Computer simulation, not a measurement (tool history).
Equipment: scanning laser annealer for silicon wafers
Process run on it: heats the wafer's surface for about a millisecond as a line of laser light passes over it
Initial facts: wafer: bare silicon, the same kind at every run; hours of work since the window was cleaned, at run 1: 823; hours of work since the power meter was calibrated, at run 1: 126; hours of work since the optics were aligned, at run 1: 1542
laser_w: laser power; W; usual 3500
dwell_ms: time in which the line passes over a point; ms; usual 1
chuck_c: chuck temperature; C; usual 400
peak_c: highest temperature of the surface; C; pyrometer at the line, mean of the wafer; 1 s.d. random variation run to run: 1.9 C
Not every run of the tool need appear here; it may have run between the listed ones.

| run | hour | laser_w | dwell_ms | chuck_c | hours of work since the window was cleaned | hours of work since the power meter was calibrated | hours of work since the optics were aligned | peak_c |
|---|---|---|---|---|---|---|---|---|
| 1 | 0 | 3500 | 1 | 400 | 823 | 126 | 1542 | 1107 |
| 2 | 5 | 3500 | 1 | 400 | 826 | 129 | 1545 | 1105 |
| 3 | 12.8 | 3500 | 1 | 400 | 831 | 133 | 1549 | 1102 |
| 4 | 19.8 | 3500 | 1 | 400 | 835 | 137 | 1553 | 1102 |
|  | 23.9 | window over the wafer cleaned |
| 5 | 27.4 | 3500 | 1 | 400 | 2 | 141 | 1557 | 1124 |
| 6 | 32.2 | 3500 | 1 | 400 | 5 | 143 | 1559 | 1122 |
| 7 | 37 | 3500 | 1.24 | 400 | 7 | 146 | 1562 | 1194 |
| 8 | 41.6 | 3500 | 1.24 | 400 | 10 | 149 | 1565 | 1197 |
| 9 | 50.1 | 3500 | 1.24 | 400 | 15 | 154 | 1569 | 1198 |
| 10 | 57.7 | 3500 | 1.24 | 400 | 19 | 158 | 1574 | 1199 |
| 11 | 62.9 | 3500 | 1.24 | 400 | 22 | 161 | 1577 | 1200 |
| 12 | 71.4 | 3500 | 1.24 | 400 | 27 | 166 | 1582 | 1196 |
| 13 | 80.6 | 3227 | 1 | 400 | 32 | 171 | 1587 | 1068 |
| 14 | 87.9 | 3227 | 1 | 400 | 36 | 175 | 1591 | 1072 |
| 15 | 97.1 | 3227 | 1 | 400 | 42 | 180 | 1596 | 1069 |
| 16 | 105.5 | 3227 | 1 | 400 | 47 | 185 | 1601 | 1068 |
| 17 | 114.8 | 3227 | 1 | 400 | 52 | 191 | 1606 | 1073 |
| 18 | 121.6 | 3227 | 1 | 400 | 56 | 194 | 1610 | 1073 |
| 19 | 130.1 | 3227 | 1 | 400 | 61 | 199 | 1615 | 1066 |
| 20 | 133.8 | 3227 | 1 | 400 | 63 | 201 | 1617 | 1069 |
| 21 | 141.9 | 3227 | 1 | 400 | 67 | 206 | 1622 | 1068 |
| 22 | 146.5 | 3227 | 1 | 400 | 70 | 209 | 1624 | 1068 |
| 23 | 153.5 | 3227 | 1 | 400 | 74 | 213 | 1629 | 1069 |
| 24 | 158.4 | 3813 | 0.97 | 400 | 77 | 215 | 1631 | 1167 |
| 25 | 163.1 | 3500 | 1.05 | 400 | 79 | 218 | 1634 | 1139 |
| 26 | 170.3 | 3052 | 1.07 | 388 | 84 | 222 | 1638 | 1044 |
| 27 | 178.3 | 3781 | 1 | 433 | 88 | 227 | 1643 | 1207 |
| 28 | 187 | 3781 | 0.8 | 425 | 93 | 232 | 1648 | 1122 |
| 29 | 195.5 | 3781 | 0.8 | 425 | 98 | 237 | 1652 | 1126 |
| 30 | 201.6 | 3201 | 0.82 | 385 | 101 | 240 | 1656 | 991 |
| 31 | 209.5 | 2991 | 0.89 | 392 | 106 | 245 | 1661 | 983 |
| 32 | 213.6 | 3246 | 0.85 | 430 | 108 | 247 | 1663 | 1055 |
| 33 | 221.8 | 3795 | 1.03 | 406 | 113 | 252 | 1667 | 1189 |
| 34 | 229.4 | 3795 | 1.03 | 406 | 117 | 256 | 1672 | 1193 |
| 35 | 235.9 | 3500 | 1.08 | 400 | 121 | 260 | 1676 | 1146 |
| 36 | 242 | 3707 | 1.08 | 400 | 124 | 263 | 1679 | 1181 |
| 37 | 248.5 | 3707 | 1.08 | 400 | 128 | 267 | 1683 | 1188 |
| 38 | 257.1 | 3707 | 1.08 | 400 | 133 | 272 | 1688 | 1181 |
| 39 | 264.8 | 3500 | 1 | 432 | 137 | 276 | 1692 | 1149 |
| 40 | 270.7 | 3703 | 1 | 375 | 141 | 280 | 1695 | 1130 |

Entry by entry between the runs, the difference in hidden state between the last listed run before and the first listed run after:
Runs 4 to 5: window over the wafer cleaned (hour 23.9)
  light that passes the window, % of a clean one's: 96.91 -> 99.76
  measured result minus the result with no hidden state, peak_c: -32 -> -13 C

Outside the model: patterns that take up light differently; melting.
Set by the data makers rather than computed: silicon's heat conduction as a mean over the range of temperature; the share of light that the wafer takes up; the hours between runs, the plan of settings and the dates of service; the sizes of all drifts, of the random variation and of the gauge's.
